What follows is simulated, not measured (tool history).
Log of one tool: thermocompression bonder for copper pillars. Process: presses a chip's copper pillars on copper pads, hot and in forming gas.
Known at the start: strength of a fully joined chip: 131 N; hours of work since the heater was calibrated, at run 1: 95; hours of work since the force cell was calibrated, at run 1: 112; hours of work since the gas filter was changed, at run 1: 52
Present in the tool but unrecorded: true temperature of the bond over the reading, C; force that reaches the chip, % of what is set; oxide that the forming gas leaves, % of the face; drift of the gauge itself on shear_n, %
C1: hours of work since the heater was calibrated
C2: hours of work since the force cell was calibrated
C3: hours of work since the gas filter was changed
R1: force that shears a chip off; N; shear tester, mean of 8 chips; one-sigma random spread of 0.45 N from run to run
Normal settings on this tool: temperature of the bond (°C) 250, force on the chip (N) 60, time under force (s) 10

run 1 hour=0.0 | temperature_of_the_bond_(°C)=250 force_on_the_chip_(N)=60 time_under_force_(s)=10 | C1=95 C2=112 C3=52 | R1=88.9
run 2 hour=14.1 | temperature_of_the_bond_(°C)=250 force_on_the_chip_(N)=60 time_under_force_(s)=10 | C1=104 C2=122 C3=62 | R1=88.4
run 3 hour=24.9 | temperature_of_the_bond_(°C)=250 force_on_the_chip_(N)=60 time_under_force_(s)=9 | C1=112 C2=129 C3=69 | R1=86.5
run 4 hour=33.6 | temperature_of_the_bond_(°C)=250 force_on_the_chip_(N)=60 time_under_force_(s)=9 | C1=117 C2=135 C3=75 | R1=85.6
run 5 hour=44.6 | temperature_of_the_bond_(°C)=250 force_on_the_chip_(N)=60 time_under_force_(s)=9 | C1=125 C2=143 C3=83 | R1=84.8
run 6 hour=54.3 | temperature_of_the_bond_(°C)=250 force_on_the_chip_(N)=60 time_under_force_(s)=9 | C1=132 C2=149 C3=89 | R1=85.2
run 7 hour=67.2 | temperature_of_the_bond_(°C)=250 force_on_the_chip_(N)=83 time_under_force_(s)=10 | C1=140 C2=158 C3=98 | R1=98.8
run 8 hour=83.1 | temperature_of_the_bond_(°C)=250 force_on_the_chip_(N)=83 time_under_force_(s)=10 | C1=151 C2=169 C3=109 | R1=98.9
run 9 hour=101.3 | temperature_of_the_bond_(°C)=235 force_on_the_chip_(N)=83 time_under_force_(s)=10 | C1=164 C2=181 C3=121 | R1=83.0
run 10 hour=112.3 | temperature_of_the_bond_(°C)=250 force_on_the_chip_(N)=60 time_under_force_(s)=10 | C1=171 C2=189 C3=129 | R1=87.4
run 11 hour=126.8 | temperature_of_the_bond_(°C)=250 force_on_the_chip_(N)=60 time_under_force_(s)=10 | C1=181 C2=199 C3=139 | R1=87.2
run 12 hour=137.1 | temperature_of_the_bond_(°C)=245 force_on_the_chip_(N)=60 time_under_force_(s)=10 | C1=188 C2=206 C3=146 | R1=83.1
-- hour=154.3 forming gas filter changed
run 13 hour=155.3 | temperature_of_the_bond_(°C)=250 force_on_the_chip_(N)=60 time_under_force_(s)=10 | C1=200 C2=218 C3=1 | R1=91.2
run 14 hour=168.0 | temperature_of_the_bond_(°C)=250 force_on_the_chip_(N)=60 time_under_force_(s)=7 | C1=209 C2=227 C3=9 | R1=82.9
run 15 hour=183.0 | temperature_of_the_bond_(°C)=226 force_on_the_chip_(N)=60 time_under_force_(s)=6 | C1=219 C2=237 C3=20 | R1=53.3
run 16 hour=201.3 | temperature_of_the_bond_(°C)=226 force_on_the_chip_(N)=60 time_under_force_(s)=6 | C1=231 C2=249 C3=32 | R1=52.9
-- hour=204.3 force cell calibrated
run 17 hour=220.1 | temperature_of_the_bond_(°C)=236 force_on_the_chip_(N)=69 time_under_force_(s)=25 | C1=243 C2=11 C3=44 | R1=101.3
run 18 hour=236.4 | temperature_of_the_bond_(°C)=236 force_on_the_chip_(N)=69 time_under_force_(s)=25 | C1=254 C2=22 C3=55 | R1=101.0
run 19 hour=253.3 | temperature_of_the_bond_(°C)=227 force_on_the_chip_(N)=52 time_under_force_(s)=5 | C1=266 C2=33 C3=66 | R1=45.6
run 20 hour=263.0 | temperature_of_the_bond_(°C)=227 force_on_the_chip_(N)=52 time_under_force_(s)=5 | C1=272 C2=40 C3=73 | R1=46.1
run 21 hour=278.4 | temperature_of_the_bond_(°C)=256 force_on_the_chip_(N)=60 time_under_force_(s)=15 | C1=283 C2=50 C3=84 | R1=105.7

Run 22 comes next. What will it give?
-- hour=293.1 force cell calibrated, once more
run 22 hour=294.4 | temperature_of_the_bond_(°C)=280 force_on_the_chip_(N)=55 time_under_force_(s)=5 | C1=293 C2=1 C3=93 | R1=?

{"run 22": {"R1": 98.8}}
With no hidden state in the tool, this same run would have given R1 100.0 N.
